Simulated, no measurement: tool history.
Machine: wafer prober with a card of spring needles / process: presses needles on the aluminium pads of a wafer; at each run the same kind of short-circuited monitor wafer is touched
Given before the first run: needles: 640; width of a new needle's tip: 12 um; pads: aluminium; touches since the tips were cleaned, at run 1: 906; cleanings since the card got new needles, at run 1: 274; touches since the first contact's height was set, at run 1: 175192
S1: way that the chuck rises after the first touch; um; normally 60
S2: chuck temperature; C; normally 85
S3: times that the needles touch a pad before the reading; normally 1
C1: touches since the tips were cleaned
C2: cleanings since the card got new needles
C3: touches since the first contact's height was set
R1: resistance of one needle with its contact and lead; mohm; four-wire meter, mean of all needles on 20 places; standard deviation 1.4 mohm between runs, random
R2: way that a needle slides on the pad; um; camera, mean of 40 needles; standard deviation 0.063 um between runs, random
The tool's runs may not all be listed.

| run | hour | S1 | S2 | S3 | C1 | C2 | C3 | R1 | R2 |
|---|---|---|---|---|---|---|---|---|---|
| 1 | 0 | 60 | 85 | 1 | 906 | 274 | 175192 | 167 | 13.4 |
|  | 3.5 | tips cleaned on abrasive film |
|  | 9.3 | tips cleaned on abrasive film |
|  | 15 | tips cleaned on abrasive film |
|  | 20.8 | tips cleaned on abrasive film |
|  | 26.6 | tips cleaned on abrasive film |
| 2 | 27 | 60 | 45 | 1 | 159 | 279 | 185984 | 134 | 13.45 |
|  | 31.6 | tips cleaned on abrasive film |
|  | 37.4 | tips cleaned on abrasive film |
|  | 43.2 | tips cleaned on abrasive film |
|  | 48.9 | tips cleaned on abrasive film |
|  | 54.7 | tips cleaned on abrasive film |
|  | 60.3 | tips cleaned on abrasive film |
| 3 | 60.3 | 60 | 45 | 1 | 0 | 285 | 199338 | 126 | 13.34 |
|  | 66.1 | tips cleaned on abrasive film |
|  | 71.9 | tips cleaned on abrasive film |
|  | 77.7 | tips cleaned on abrasive film |
|  | 83.4 | tips cleaned on abrasive film |
|  | 89.2 | tips cleaned on abrasive film |
|  | 95 | tips cleaned on abrasive film |
|  | 100.7 | tips cleaned on abrasive film |
|  | 103.3 | height of the first contact set anew |
| 4 | 105.5 | 60 | 85 | 1 | 1824 | 292 | 899 | 210 | 14.48 |
|  | 106.8 | tips cleaned on abrasive film |
|  | 112.5 | tips cleaned on abrasive film |
|  | 118.3 | tips cleaned on abrasive film |
|  | 124.1 | tips cleaned on abrasive film |
|  | 128.7 | tips cleaned on abrasive film |
|  | 134.5 | tips cleaned on abrasive film |
|  | 139.1 | tips cleaned on abrasive film |
| 5 | 141.1 | 60 | 85 | 1 | 802 | 299 | 15108 | 166 | 14.48 |
|  | 144.6 | tips cleaned on abrasive film |
|  | 149.2 | tips cleaned on abrasive film |
|  | 155 | tips cleaned on abrasive film |
|  | 160.8 | tips cleaned on abrasive film |
|  | 166.5 | tips cleaned on abrasive film |
|  | 172.3 | tips cleaned on abrasive film |
|  | 178.1 | tips cleaned on abrasive film |
|  | 182.7 | tips cleaned on abrasive film |
|  | 188.3 | tips cleaned on abrasive film |
| 6 | 188.3 | 60 | 85 | 1 | 0 | 308 | 33995 | 127 | 14.4 |
|  | 194.1 | tips cleaned on abrasive film |
|  | 199.9 | tips cleaned on abrasive film |
|  | 205.6 | tips cleaned on abrasive film |
|  | 211.4 | tips cleaned on abrasive film |
| 7 | 212.5 | 60 | 85 | 1 | 462 | 312 | 43703 | 154 | 14.33 |
|  | 217.2 | tips cleaned on abrasive film |
|  | 223 | tips cleaned on abrasive film |
|  | 228.7 | tips cleaned on abrasive film |
|  | 234.5 | tips cleaned on abrasive film |
|  | 240.3 | tips cleaned on abrasive film |
|  | 246 | tips cleaned on abrasive film |
|  | 251.8 | tips cleaned on abrasive film |
|  | 257.6 | tips cleaned on abrasive film |
| 8 | 257.7 | 60 | 85 | 1 | 35 | 320 | 61767 | 133 | 14.29 |
|  | 262.3 | tips cleaned on abrasive film |
|  | 266.9 | tips cleaned on abrasive film |
|  | 272.7 | tips cleaned on abrasive film |
|  | 278.5 | tips cleaned on abrasive film |
|  | 284.2 | tips cleaned on abrasive film |
|  | 290 | tips cleaned on abrasive film |
|  | 295.8 | tips cleaned on abrasive film |
|  | 300.4 | tips cleaned on abrasive film |
| 9 | 304.8 | 56 | 25 | 2 | 1782 | 328 | 80645 | 188 | 13.09 |
|  | 306 | tips cleaned on abrasive film |
|  | 310.7 | tips cleaned on abrasive film |
|  | 316.4 | tips cleaned on abrasive film |
|  | 322.2 | tips cleaned on abrasive film |
|  | 328 | tips cleaned on abrasive film |
|  | 333.7 | tips cleaned on abrasive film |
|  | 339.5 | tips cleaned on abrasive film |
|  | 345.3 | tips cleaned on abrasive film |
|  | 351.1 | tips cleaned on abrasive film |
| 10 | 351.7 | 78 | 25 | 3 | 243 | 337 | 99380 | 115 | 18.25 |
|  | 356.3 | tips cleaned on abrasive film |
|  | 360.9 | tips cleaned on abrasive film |
|  | 366.7 | tips cleaned on abrasive film |
|  | 372.5 | tips cleaned on abrasive film |
|  | 377.2 | tips cleaned on abrasive film |
| 11 | 377.2 | 62 | 32 | 3 | 0 | 342 | 109585 | 114 | 14.35 |
|  | 383 | tips cleaned on abrasive film |
|  | 388.7 | tips cleaned on abrasive film |
|  | 394.5 | tips cleaned on abrasive film |
|  | 400.3 | tips cleaned on abrasive film |
| 12 | 401.2 | 62 | 32 | 3 | 384 | 346 | 119213 | 120 | 14.34 |
|  | 405.9 | tips cleaned on abrasive film |
|  | 411.6 | tips cleaned on abrasive film |
|  | 417.4 | tips cleaned on abrasive film |
|  | 423.2 | tips cleaned on abrasive film |
|  | 428.9 | tips cleaned on abrasive film |
| 13 | 430 | 68 | 51 | 2 | 432 | 351 | 130740 | 131 | 15.69 |

Here are 4 independent what-if runs from the current tool condition. What would each one return?
|  | 434.6 | tips cleaned on abrasive film |
|  | 440.4 | tips cleaned on abrasive film |
|  | 446.2 | tips cleaned on abrasive film |
|  | 452 | tips cleaned on abrasive film |
| A | 453 | 55 | 44 | 2 | 409 | 355 | 139933 | ? | ? |
|  | 434.6 | tips cleaned on abrasive film |
|  | 440.4 | tips cleaned on abrasive film |
|  | 446.2 | tips cleaned on abrasive film |
|  | 452 | tips cleaned on abrasive film |
| B | 453 | 49 | 63 | 2 | 409 | 355 | 139933 | ? | ? |
|  | 434.6 | tips cleaned on abrasive film |
|  | 440.4 | tips cleaned on abrasive film |
|  | 446.2 | tips cleaned on abrasive film |
|  | 452 | tips cleaned on abrasive film |
| C | 453 | 41 | 120 | 1 | 409 | 355 | 139933 | ? | ? |
|  | 434.6 | tips cleaned on abrasive film |
|  | 440.4 | tips cleaned on abrasive film |
|  | 446.2 | tips cleaned on abrasive film |
|  | 452 | tips cleaned on abrasive film |
| D | 453 | 49 | 64 | 2 | 409 | 355 | 139933 | ? | ? |

| run | R1 | R2 |
|---|---|---|
| A | 142 | 12.48 |
| B | 152 | 10.97 |
| C | 204 | 9.08 |
| D | 153 | 11.03 |
With the hidden condition removed and each run's random variation left untouched, the same runs would have given:
| run | R1 | R2 |
|---|---|---|
| A | 109 | 13.37 |
| B | 113 | 11.86 |
| C | 124 | 9.97 |
| D | 114 | 11.92 |
